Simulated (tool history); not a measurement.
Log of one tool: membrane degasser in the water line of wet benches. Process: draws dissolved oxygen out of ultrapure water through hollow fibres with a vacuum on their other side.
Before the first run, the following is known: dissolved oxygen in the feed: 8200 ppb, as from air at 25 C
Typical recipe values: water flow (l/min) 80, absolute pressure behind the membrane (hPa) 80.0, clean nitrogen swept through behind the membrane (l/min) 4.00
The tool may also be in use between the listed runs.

| run | hour | water flow (l/min) | absolute pressure behind the membrane (hPa) | clean nitrogen swept through behind the membrane (l/min) | dissolved oxygen in the water behind the degasser (ppb) | pressure that the water loses in the fibres (hPa) |
|---|---|---|---|---|---|---|
| 1 | 0.0 | 80 | 80.0 | 4.00 | 209.5 | 389.5 |
| 2 | 27.3 | 63 | 80.0 | 4.00 | 168.5 | 307.6 |
| 3 | 72.8 | 80 | 113.4 | 4.00 | 350.0 | 389.4 |
| 4 | 118.1 | 80 | 113.4 | 4.00 | 353.3 | 388.8 |
| 5 | 147.4 | 80 | 113.4 | 4.00 | 350.9 | 388.4 |
| 6 | 169.8 | 80 | 80.0 | 4.00 | 211.7 | 392.9 |
| 7 | 214.5 | 80 | 80.0 | 4.00 | 211.9 | 391.0 |
| 8 | 246.3 | 80 | 80.0 | 4.00 | 210.8 | 388.6 |
| 9 | 292.0 | 80 | 80.0 | 3.19 | 256.3 | 390.6 |
| 10 | 340.1 | 80 | 80.0 | 3.19 | 253.5 | 391.0 |
| 11 | 382.8 | 80 | 80.0 | 4.74 | 181.8 | 387.9 |
| 12 | 430.3 | 80 | 80.0 | 4.74 | 181.4 | 388.9 |
| 13 | 463.7 | 80 | 120.4 | 4.74 | 328.8 | 391.4 |
| 14 | 505.3 | 113 | 80.0 | 1.88 | 519.3 | 558.5 |
| 15 | 548.7 | 80 | 177.2 | 3.58 | 661.8 | 393.6 |
| 16 | 581.4 | 80 | 177.2 | 3.58 | 665.3 | 396.9 |
| 17 | 626.8 | 53 | 132.3 | 4.00 | 299.2 | 257.6 |
| 18 | 663.2 | 53 | 132.3 | 4.00 | 297.5 | 262.6 |
| 19 | 707.2 | 51 | 80.0 | 4.00 | 140.4 | 250.8 |
| 20 | 748.5 | 51 | 80.0 | 4.00 | 140.1 | 249.8 |

Run 21 comes next. What will it give?
| 21 | 795.5 | 80 | 117.1 | 4.00 | ? | ? |

Run 21 produced dissolved oxygen in the water behind the degasser (ppb) 365.7, pressure that the water loses in the fibres (hPa) 394.8.
Were there no unlogged condition in the tool, this run, its random variation unchanged, would have produced dissolved oxygen in the water behind the degasser (ppb) 365.5, pressure that the water loses in the fibres (hPa) 389.1.
